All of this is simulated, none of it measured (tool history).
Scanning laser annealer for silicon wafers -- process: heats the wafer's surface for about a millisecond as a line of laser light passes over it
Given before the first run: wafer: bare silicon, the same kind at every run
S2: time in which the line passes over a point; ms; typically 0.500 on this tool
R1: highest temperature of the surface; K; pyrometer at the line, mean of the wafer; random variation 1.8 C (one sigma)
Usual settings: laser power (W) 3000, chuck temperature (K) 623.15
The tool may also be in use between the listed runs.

run 1 hour=0.0 | laser_power_(W)=3000 S2=0.500 chuck_temperature_(K)=623.15 | R1=1307.15
run 2 hour=17.6 | laser_power_(W)=3000 S2=0.500 chuck_temperature_(K)=623.15 | R1=1308.15
run 3 hour=33.6 | laser_power_(W)=3000 S2=0.500 chuck_temperature_(K)=623.15 | R1=1306.15
run 4 hour=49.8 | laser_power_(W)=3000 S2=0.500 chuck_temperature_(K)=623.15 | R1=1307.15
run 5 hour=68.3 | laser_power_(W)=3000 S2=0.500 chuck_temperature_(K)=593.15 | R1=1275.15
run 6 hour=77.6 | laser_power_(W)=3000 S2=0.500 chuck_temperature_(K)=593.15 | R1=1277.15
run 7 hour=91.7 | laser_power_(W)=3000 S2=0.500 chuck_temperature_(K)=593.15 | R1=1273.15
run 8 hour=110.4 | laser_power_(W)=3000 S2=0.500 chuck_temperature_(K)=593.15 | R1=1274.15
run 9 hour=124.3 | laser_power_(W)=3000 S2=0.500 chuck_temperature_(K)=593.15 | R1=1272.15
-- hour=127.6 window over the wafer cleaned
run 10 hour=139.0 | laser_power_(W)=3000 S2=0.500 chuck_temperature_(K)=623.15 | R1=1296.15
run 11 hour=147.1 | laser_power_(W)=3000 S2=0.500 chuck_temperature_(K)=648.15 | R1=1321.15
run 12 hour=163.2 | laser_power_(W)=3000 S2=0.500 chuck_temperature_(K)=648.15 | R1=1323.15
run 13 hour=180.1 | laser_power_(W)=3000 S2=0.500 chuck_temperature_(K)=648.15 | R1=1320.15
run 14 hour=189.7 | laser_power_(W)=2988 S2=0.390 chuck_temperature_(K)=648.15 | R1=1252.15
run 15 hour=206.2 | laser_power_(W)=2988 S2=0.390 chuck_temperature_(K)=648.15 | R1=1248.15
-- hour=214.0 window over the wafer cleaned, once more
run 16 hour=224.0 | laser_power_(W)=3207 S2=0.361 chuck_temperature_(K)=648.15 | R1=1293.15
run 17 hour=237.0 | laser_power_(W)=2976 S2=0.555 chuck_temperature_(K)=650.15 | R1=1370.15
run 18 hour=250.9 | laser_power_(W)=2976 S2=0.555 chuck_temperature_(K)=650.15 | R1=1371.15
run 19 hour=268.4 | laser_power_(W)=2612 S2=0.502 chuck_temperature_(K)=588.15 | R1=1202.15
run 20 hour=285.7 | laser_power_(W)=3299 S2=0.585 chuck_temperature_(K)=623.15 | R1=1430.15
run 21 hour=295.1 | laser_power_(W)=2979 S2=0.469 chuck_temperature_(K)=657.15 | R1=1326.15
run 22 hour=308.6 | laser_power_(W)=2755 S2=0.616 chuck_temperature_(K)=623.15 | R1=1322.15
-- hour=316.2 optics aligned, line set to its width
run 23 hour=329.9 | laser_power_(W)=2995 S2=0.616 chuck_temperature_(K)=618.15 | R1=1386.15
run 24 hour=347.4 | laser_power_(W)=2911 S2=0.500 chuck_temperature_(K)=623.15 | R1=1309.15
run 25 hour=362.6 | laser_power_(W)=3000 S2=0.530 chuck_temperature_(K)=623.15 | R1=1342.15

4 options for the next run, each taken on its own from the tool as it stands now. Forecast them:
run A hour=372.8 | laser_power_(W)=3080 S2=0.500 chuck_temperature_(K)=623.15 | R1=?
run B hour=372.8 | laser_power_(W)=3000 S2=0.500 chuck_temperature_(K)=642.15 | R1=?
run C hour=372.8 | laser_power_(W)=3000 S2=0.446 chuck_temperature_(K)=623.15 | R1=?
run D hour=372.8 | laser_power_(W)=3000 S2=0.544 chuck_temperature_(K)=642.15 | R1=?

run=A R1=1341.15
run=B R1=1342.15
run=C R1=1292.15
run=D R1=1368.15
With the hidden condition removed and each run's random variation left untouched, the same runs would have given:
run=A R1=1349.15
run=B R1=1349.15
run=C R1=1299.15
run=D R1=1376.15
